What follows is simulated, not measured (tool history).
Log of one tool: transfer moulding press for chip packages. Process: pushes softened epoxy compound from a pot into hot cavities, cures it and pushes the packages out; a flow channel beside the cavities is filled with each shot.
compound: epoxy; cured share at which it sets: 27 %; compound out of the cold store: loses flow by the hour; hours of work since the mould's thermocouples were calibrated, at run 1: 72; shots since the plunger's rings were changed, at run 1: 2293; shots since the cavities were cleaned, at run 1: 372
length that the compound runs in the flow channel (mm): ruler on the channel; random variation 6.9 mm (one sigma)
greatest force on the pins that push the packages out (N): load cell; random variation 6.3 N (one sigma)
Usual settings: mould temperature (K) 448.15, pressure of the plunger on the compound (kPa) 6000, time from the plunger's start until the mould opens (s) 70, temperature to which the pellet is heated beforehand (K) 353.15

run	hour	mould temperature (K)	pressure of the plunger on the compound (kPa)	time from the plunger's start until the mould opens (s)	temperature to which the pellet is heated beforehand (K)	hours of work since the mould's thermocouples were calibrated	shots since the plunger's rings were changed	shots since the cavities were cleaned	incoming compound's hours out of the cold store	length that the compound runs in the flow channel (mm)	greatest force on the pins that push the packages out (N)
1	0	448.15	6000	70	353.15	72	2293	372	13.6	811	361
# hour 15: cavities cleaned with cleaning compound and waxed
2	46.3	448.15	6000	70	353.15	98	2852	390	18.6	789	374
# hour 63.8: cavities cleaned with cleaning compound and waxed
3	102	448.15	6000	90	353.15	130	3527	476	12.2	787	304
# hour 110.4: cavities cleaned with cleaning compound and waxed
# hour 155.9: cavities cleaned with cleaning compound and waxed
4	155.9	453.15	6000	90	353.15	160	4162	0	33	729	201
# hour 202: cavities cleaned with cleaning compound and waxed
5	223.4	448.15	6000	90	353.15	199	4985	267	43.4	700	274
# hour 250.3: cavities cleaned with cleaning compound and waxed
6	283.3	448.15	6000	90	353.15	233	5713	411	22.1	730	300
# hour 296: cavities cleaned with cleaning compound and waxed
7	338.6	448.15	6000	90	353.15	265	6384	531	17.5	741	323
# hour 347.1: cavities cleaned with cleaning compound and waxed
8	379.4	448.15	6000	90	353.15	288	6874	403	11.4	732	297
# hour 386.4: plunger's sealing rings changed
# hour 399.8: cavities cleaned with cleaning compound and waxed
# hour 448.7: cavities cleaned with cleaning compound and waxed
9	452.3	448.15	6000	90	353.15	327	784	44	34.8	769	220
# hour 494.8: cavities cleaned with cleaning compound and waxed
10	512.3	448.15	6000	70	353.15	361	1513	218	9.7	832	325
# hour 542.8: cavities cleaned with cleaning compound and waxed
11	558.5	448.15	6000	70	353.15	388	2071	196	11.4	813	329
# hour 591.2: cavities cleaned with cleaning compound and waxed
12	593.4	448.15	6000	70	353.15	407	2488	28	43.6	746	264
# hour 637.1: cavities cleaned with cleaning compound and waxed
13	658.6	448.15	6000	70	349.15	445	3282	269	10	802	359
# hour 685.4: cavities cleaned with cleaning compound and waxed
14	693	448.15	6000	70	349.15	464	3692	95	45.5	718	305
# hour 731.6: cavities cleaned with cleaning compound and waxed
15	747.7	455.15	7050	69	354.15	495	4356	201	39.3	749	265
# hour 778.7: cavities cleaned with cleaning compound and waxed
16	820.3	455.15	7050	69	354.15	537	5242	519	11.2	821	325
# hour 826.3: cavities cleaned with cleaning compound and waxed
# hour 874.7: cavities cleaned with cleaning compound and waxed
17	883.2	455.15	7050	69	354.15	572	5989	106	12.4	796	235
# hour 921.6: cavities cleaned with cleaning compound and waxed
18	955.5	448.15	5530	106	353.15	613	6871	423	37.9	665	290
# hour 962.6: plunger's sealing rings changed
# hour 969.6: cavities cleaned with cleaning compound and waxed
# hour 1016.3: cavities cleaned with cleaning compound and waxed
19	1031.2	449.15	5270	96	350.15	655	817	186	34.9	732	259
# hour 1062.3: cavities cleaned with cleaning compound and waxed
20	1079.6	453.15	6360	100	351.15	682	1403	217	26.6	791	259
# hour 1108.6: mould's thermocouples calibrated
# hour 1110.1: cavities cleaned with cleaning compound and waxed
21	1132.1	452.15	6000	62	351.15	13	2014	275	11.8	808	340
# hour 1156: cavities cleaned with cleaning compound and waxed
22	1180.9	445.15	4890	82	358.15	41	2603	311	18.5	711	321
# hour 1202.6: cavities cleaned with cleaning compound and waxed
# hour 1248: cavities cleaned with cleaning compound and waxed
23	1249.4	454.15	4840	58	345.15	79	3419	16	43.6	638	256
# hour 1293.5: cavities cleaned with cleaning compound and waxed
24	1296.8	443.15	6030	67	351.15	106	3992	41	40.9	725	429
25	1333.6	443.15	6030	67	351.15	128	4450	499	28.3	754	643
# hour 1342: cavities cleaned with cleaning compound and waxed
26	1368.7	448.15	6000	70	362.15	147	4870	333	14.7	753	351

Forecast each of these 3 alternatives for the next run:
# hour 1387.5: cavities cleaned with cleaning compound and waxed
# hour 1434: cavities cleaned with cleaning compound and waxed
A	1443.8	448.15	5490	90	361.15	190	5769	123	34.9	?	?
# hour 1387.5: cavities cleaned with cleaning compound and waxed
# hour 1434: cavities cleaned with cleaning compound and waxed
B	1443.8	448.15	5920	98	362.15	190	5769	123	35.8	?	?
# hour 1387.5: cavities cleaned with cleaning compound and waxed
# hour 1434: cavities cleaned with cleaning compound and waxed
C	1443.8	448.15	7280	70	362.15	190	5769	123	18.4	?	?

run	length that the compound runs in the flow channel (mm)	greatest force on the pins that push the packages out (N)
A	690	234
B	697	246
C	811	285
Without the tool's hidden state the same runs would have given:
run	length that the compound runs in the flow channel (mm)	greatest force on the pins that push the packages out (N)
A	769	193
B	777	205
C	904	231

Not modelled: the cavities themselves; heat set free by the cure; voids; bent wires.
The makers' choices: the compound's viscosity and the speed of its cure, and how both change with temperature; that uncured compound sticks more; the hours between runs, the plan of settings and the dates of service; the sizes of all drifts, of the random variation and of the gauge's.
